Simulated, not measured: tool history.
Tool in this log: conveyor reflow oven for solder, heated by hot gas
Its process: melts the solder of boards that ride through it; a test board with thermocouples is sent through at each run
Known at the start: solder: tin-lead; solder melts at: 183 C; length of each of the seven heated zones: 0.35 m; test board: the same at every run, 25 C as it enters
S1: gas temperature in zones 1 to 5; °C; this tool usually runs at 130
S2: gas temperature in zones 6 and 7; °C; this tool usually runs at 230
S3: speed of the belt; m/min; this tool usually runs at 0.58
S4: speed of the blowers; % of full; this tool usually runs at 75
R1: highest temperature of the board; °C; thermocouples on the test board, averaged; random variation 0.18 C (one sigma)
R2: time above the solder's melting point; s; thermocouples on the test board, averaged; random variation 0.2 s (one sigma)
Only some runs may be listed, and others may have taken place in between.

run	day	S1	S2	S3	S4	R1	R2
1	0	130	230	0.58	75	210.4	45.6
2	0.288	130	230	0.58	75	210.5	45.6
# day 0.942: flux residue cleaned out of gas plates and filters
3	1.062	130	230	0.58	75	209.4	44.5
4	1.404	130	230	0.58	75	209.5	43.8
5	1.929	130	230	0.58	75	209.4	44.4
6	2.283	130	230	0.561	75	210.3	47.2
7	2.567	130	230	0.54	75	211.9	50.3
8	3.042	130	230	0.54	75	212.1	50.5
# day 3.329: flux residue cleaned out of gas plates and filters, once more
9	3.583	130	230	0.54	75	216.6	56
10	4.029	130	230	0.54	75	216.3	55.8
11	4.421	130	230	0.495	75	219	63.7
12	4.812	130	230	0.495	75	219.3	63.5
13	5.367	130	230	0.58	75	214	49.2
14	6.004	130	230	0.58	75	214.2	49.5
15	6.317	120	237	0.506	75	223.1	61.9
16	6.762	131	229	0.576	72	213	48.8
17	7.038	144	229	0.476	88	222.1	74.6
18	7.308	134	225	0.475	83	217.2	66.8
19	7.875	134	225	0.475	83	216.8	66.3
20	8.462	134	225	0.475	83	216.9	66.6
21	8.762	134	225	0.475	74	215.6	65.4
22	9.046	134	225	0.475	74	215.8	64.8
23	9.633	120	230	0.481	75	218.1	61.1
24	10.067	120	230	0.481	75	218.1	61.5
25	10.329	133	228	0.58	75	212.1	48.9
26	10.817	133	228	0.58	75	212	48.5
27	11.196	133	228	0.58	75	212.4	48.4

Here are 3 independent what-if runs from the current tool condition. What would each one return?
A	11.808	140	229	0.614	75	?	?
B	11.808	130	231	0.58	75	?	?
C	11.808	133	240	0.475	75	?	?

run	R1	R2
A	212.7	47.9
B	213.9	49.1
C	229	74.2
Stripped of hidden state, with their random variation kept, the same runs would have yielded:
run	R1	R2
A	212.3	47.7
B	213.5	48.9
C	228.2	73.6
